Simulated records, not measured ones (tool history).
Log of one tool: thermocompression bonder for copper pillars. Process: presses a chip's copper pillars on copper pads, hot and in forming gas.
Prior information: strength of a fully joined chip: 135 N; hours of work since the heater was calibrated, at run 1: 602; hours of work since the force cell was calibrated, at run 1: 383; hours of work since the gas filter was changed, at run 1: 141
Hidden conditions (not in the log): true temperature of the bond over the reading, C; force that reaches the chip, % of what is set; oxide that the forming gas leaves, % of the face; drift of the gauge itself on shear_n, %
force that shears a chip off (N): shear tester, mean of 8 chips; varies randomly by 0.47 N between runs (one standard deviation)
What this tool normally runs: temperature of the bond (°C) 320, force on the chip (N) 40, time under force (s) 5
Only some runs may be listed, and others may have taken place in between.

run   hour  temperature of the bond (°C)  force on the chip (N)  time under force (s)  hours of work since the heater was calibrated  hours of work since the force cell was calibrated  hours of work since the gas filter was changed  force that shears a chip off (N)
  1      0                           320                     40                     5                                            602                                                383                                             141                              79.9
  2   15.5                           320                     40                     5                                            613                                                394                                             152                              81.4
  3   35.9                           320                     40                     5                                            627                                                409                                             167                              80.3
  4   52.7                           333                     40                     5                                            639                                                420                                             178                              86.7
  5   63.8                           333                     40                     5                                            647                                                428                                             186                              86.8
  6     81                           333                     40                     5                                            659                                                440                                             198                              86.4
  7  103.4                           333                     40                     5                                            675                                                456                                             214                              86.8
  8  118.9                           333                     40                     5                                            686                                                467                                             225                              85.5
     137.3  -- forming gas filter changed
  9  140.9                           333                     40                     5                                            701                                                482                                               2                              90.6
 10  154.9                           320                     53                     5                                            711                                                492                                              12                             102.9
 11  170.8                           307                     53                     5                                            722                                                503                                              24                              96.1
 12  188.1                           320                     40                     5                                            734                                                515                                              36                              83.8
 13    200                           320                     40                     5                                            742                                                524                                              44                                83
 14  209.3                           320                     27                     5                                            749                                                530                                              51                              56.2
 15  222.4                           320                     27                     5                                            758                                                540                                              60                              56.1
 16  242.8                           347                     27                     5                                            773                                                554                                              74                              68.7
 17  257.6                           305                     53                     5                                            783                                                564                                              85                              94.4
 18    279                           302                     40                     5                                            798                                                579                                             100                              72.2
 19  295.8                           320                     38                    14                                            810                                                591                                             112                             102.6
 20  308.5                           320                     38                    14                                            819                                                600                                             120                             101.8
 21  324.6                           320                     55                     7                                            830                                                611                                             132                             110.2
 22  334.7                           320                     55                     7                                            837                                                619                                             139                             110.5
 23  357.4                           320                     28                     3                                            853                                                635                                             155                              47.7
 24  372.4                           335                     42                     9                                            864                                                645                                             165                             105.7
 25  384.5                           320                     48                     5                                            872                                                654                                             174                                94
 26  398.9                           321                     50                     4                                            882                                                664                                             184                              93.5
 27  419.3                           308                     36                     4                                            897                                                678                                             199                              63.1

Branching from run 27: 3 alternative next runs. What would each branch give?
  A  439.8                           331                     48                     5                                            911                                                693                                             213                                 ?
  B  439.8                           334                     52                     5                                            911                                                693                                             213                                 ?
  C  439.8                           301                     40                    10                                            911                                                693                                             213                                 ?

run  force that shears a chip off (N)
  A                              99.3
  B                             104.7
  C                              86.9
With the hidden condition removed and each run's random variation left untouched, the same runs would have given:
run  force that shears a chip off (N)
  A                              99.7
  B                             105.7
  C                              86.2

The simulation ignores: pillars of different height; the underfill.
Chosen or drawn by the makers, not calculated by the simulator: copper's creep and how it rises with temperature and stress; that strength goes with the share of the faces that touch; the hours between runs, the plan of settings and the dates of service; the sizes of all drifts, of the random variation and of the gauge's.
